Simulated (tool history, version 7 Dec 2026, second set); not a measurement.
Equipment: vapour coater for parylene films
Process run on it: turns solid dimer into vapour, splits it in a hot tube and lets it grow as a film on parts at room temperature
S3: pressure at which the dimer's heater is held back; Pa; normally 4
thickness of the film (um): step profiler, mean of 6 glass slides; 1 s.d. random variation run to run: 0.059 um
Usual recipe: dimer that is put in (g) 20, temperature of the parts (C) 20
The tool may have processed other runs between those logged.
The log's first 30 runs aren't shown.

{"run": 31, "day": 24.633, "dimer that is put in (g)": 22, "temperature of the parts (C)": 20, "S3": 4, "thickness of the film (um)": 8.17}
{"run": 32, "day": 25.642, "dimer that is put in (g)": 22, "temperature of the parts (C)": 20, "S3": 4, "thickness of the film (um)": 8.09}
{"run": 33, "day": 26.454, "dimer that is put in (g)": 20, "temperature of the parts (C)": 26, "S3": 4, "thickness of the film (um)": 5.79}
{"run": 34, "day": 27.354, "dimer that is put in (g)": 22, "temperature of the parts (C)": 22, "S3": 8.25, "thickness of the film (um)": 6.92}
{"run": 35, "day": 28.025, "dimer that is put in (g)": 22, "temperature of the parts (C)": 24, "S3": 8.25, "thickness of the film (um)": 6.37}
{"run": 36, "day": 28.671, "dimer that is put in (g)": 13, "temperature of the parts (C)": 24, "S3": 7.06, "thickness of the film (um)": 3.78}
{"run": 37, "day": 29.275, "dimer that is put in (g)": 34, "temperature of the parts (C)": 28, "S3": 6.56, "thickness of the film (um)": 8.64}
{"run": 38, "day": 30.438, "dimer that is put in (g)": 34, "temperature of the parts (C)": 28, "S3": 6.56, "thickness of the film (um)": 8.43}
{"run": 39, "day": 31.15, "dimer that is put in (g)": 11, "temperature of the parts (C)": 21, "S3": 5.88, "thickness of the film (um)": 3.74}
{"run": 40, "day": 31.654, "dimer that is put in (g)": 20, "temperature of the parts (C)": 29, "S3": 3.8, "thickness of the film (um)": 5.13}
{"run": 41, "day": 32.512, "dimer that is put in (g)": 9, "temperature of the parts (C)": 15, "S3": 4, "thickness of the film (um)": 4.26}
{"run": 42, "day": 33.212, "dimer that is put in (g)": 20, "temperature of the parts (C)": 18, "S3": 3.6, "thickness of the film (um)": 8.22}
{"run": 43, "day": 33.729, "dimer that is put in (g)": 20, "temperature of the parts (C)": 13, "S3": 3.21, "thickness of the film (um)": 10.32}
{"run": 44, "day": 34.875, "dimer that is put in (g)": 9, "temperature of the parts (C)": 14, "S3": 10.12, "thickness of the film (um)": 3.93}
{"run": 45, "day": 35.896, "dimer that is put in (g)": 9, "temperature of the parts (C)": 14, "S3": 10.12, "thickness of the film (um)": 3.89}
{"run": 46, "day": 36.392, "dimer that is put in (g)": 19, "temperature of the parts (C)": 20, "S3": 2.23, "thickness of the film (um)": 7.5}
{"run": 47, "day": 37.354, "dimer that is put in (g)": 19, "temperature of the parts (C)": 20, "S3": 2.23, "thickness of the film (um)": 7.55}
{"run": 48, "day": 38.271, "dimer that is put in (g)": 19, "temperature of the parts (C)": 20, "S3": 2.23, "thickness of the film (um)": 7.47}

Alternative continuations, all from the tool just after run 48; predict every row:
{"run": "A", "day": 39.204, "dimer that is put in (g)": 20, "temperature of the parts (C)": 21, "S3": 4, "thickness of the film (um)": "?"}
{"run": "B", "day": 39.204, "dimer that is put in (g)": 21, "temperature of the parts (C)": 22, "S3": 7.17, "thickness of the film (um)": "?"}
{"run": "C", "day": 39.204, "dimer that is put in (g)": 19, "temperature of the parts (C)": 25, "S3": 2.23, "thickness of the film (um)": "?"}

run=A thickness_of_the_film_(um)=7.09
run=B thickness_of_the_film_(um)=6.77
run=C thickness_of_the_film_(um)=6.11
Without the tool's unlogged condition, the same runs would have read:
run=A thickness_of_the_film_(um)=7.12
run=B thickness_of_the_film_(um)=6.79
run=C thickness_of_the_film_(um)=6.14

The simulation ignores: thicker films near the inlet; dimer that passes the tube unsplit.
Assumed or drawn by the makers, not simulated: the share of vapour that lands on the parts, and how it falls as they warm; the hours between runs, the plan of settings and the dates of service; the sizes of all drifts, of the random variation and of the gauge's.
